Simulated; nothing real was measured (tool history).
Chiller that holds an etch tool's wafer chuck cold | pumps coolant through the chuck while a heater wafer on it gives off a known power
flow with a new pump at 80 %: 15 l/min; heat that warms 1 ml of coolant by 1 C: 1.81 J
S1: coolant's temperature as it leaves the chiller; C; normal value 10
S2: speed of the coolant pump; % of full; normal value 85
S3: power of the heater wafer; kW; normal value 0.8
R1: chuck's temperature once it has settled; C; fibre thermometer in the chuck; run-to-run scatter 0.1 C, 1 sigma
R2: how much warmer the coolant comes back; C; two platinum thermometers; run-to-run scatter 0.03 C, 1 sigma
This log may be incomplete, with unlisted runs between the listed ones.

run 1 hour=0 | S1=10 S2=85 S3=0.8 | R1=18.6 R2=1.7
run 2 hour=109.6 | S1=10 S2=85 S3=0.495 | R1=15.4 R2=1.04
run 3 hour=197.8 | S1=10 S2=85 S3=0.495 | R1=15.4 R2=0.96
-- hour=258.7 coolant changed, channels flushed
run 4 hour=357.8 | S1=10 S2=85 S3=0.495 | R1=15.3 R2=0.96
-- hour=477.3 coolant pump overhauled
run 5 hour=509 | S1=13 S2=85 S3=0.8 | R1=21.8 R2=1.57
run 6 hour=626.8 | S1=13 S2=85 S3=0.8 | R1=21.6 R2=1.52
run 7 hour=815 | S1=10 S2=85 S3=0.8 | R1=18.9 R2=1.51
-- hour=975.2 chiller's thermometer calibrated
run 8 hour=1007.2 | S1=10 S2=85 S3=0.624 | R1=16.9 R2=1.1
run 9 hour=1117.2 | S1=10 S2=60 S3=0.624 | R1=19.1 R2=1.57
run 10 hour=1302.1 | S1=10 S2=60 S3=0.624 | R1=19 R2=1.52
run 11 hour=1482.7 | S1=10 S2=85 S3=0.8 | R1=18.6 R2=1.28
run 12 hour=1584.5 | S1=10 S2=85 S3=0.8 | R1=18.6 R2=1.31
run 13 hour=1679 | S1=10 S2=87 S3=0.8 | R1=18.6 R2=1.29
run 14 hour=1835 | S1=10 S2=87 S3=0.8 | R1=18.5 R2=1.24
run 15 hour=1968.2 | S1=10 S2=85 S3=0.875 | R1=19.4 R2=1.41
run 16 hour=2109.5 | S1=10 S2=85 S3=0.69 | R1=17.5 R2=1.02
-- hour=2208.7 gauge calibrated
run 17 hour=2251.4 | S1=16 S2=98 S3=0.69 | R1=22.8 R2=1.25
run 18 hour=2413.9 | S1=10 S2=65 S3=0.489 | R1=16.7 R2=1.33
run 19 hour=2495.5 | S1=10 S2=65 S3=0.535 | R1=17.2 R2=1.31
run 20 hour=2631.1 | S1=9 S2=65 S3=0.956 | R1=22.2 R2=2.54
run 21 hour=2766.9 | S1=19 S2=85 S3=1.108 | R1=31.1 R2=2.2
run 22 hour=2920.4 | S1=19 S2=85 S3=1.108 | R1=31.1 R2=2.2
run 23 hour=3050.4 | S1=5 S2=64 S3=1.169 | R1=21.1 R2=3.09
run 24 hour=3219.7 | S1=16 S2=67 S3=0.8 | R1=26.6 R2=1.9
-- hour=3249.2 chiller's thermometer calibrated
run 25 hour=3299.3 | S1=16 S2=67 S3=0.8 | R1=26.8 R2=1.9
run 26 hour=3429.7 | S1=5 S2=61 S3=0.8 | R1=16.6 R2=2.04
run 27 hour=3526.7 | S1=12 S2=97 S3=1.055 | R1=22.4 R2=1.65

What if the next run were any one of these 3? Each begins from the tool's condition after run 27:
run A hour=3664 | S1=10 S2=85 S3=0.494 | R1=? R2=?
run B hour=3664 | S1=5 S2=91 S3=0.539 | R1=? R2=?
run C hour=3664 | S1=10 S2=65 S3=0.8 | R1=? R2=?

run=A R1=15.3 R2=0.8
run=B R1=10.5 R2=0.71
run=C R1=21.2 R2=1.85
The same runs, with their run-to-run variation unchanged, on a tool lacking any hidden condition would have given:
run=A R1=15.3 R2=1.1
run=B R1=10.5 R2=1.01
run=C R1=21.2 R2=2.15
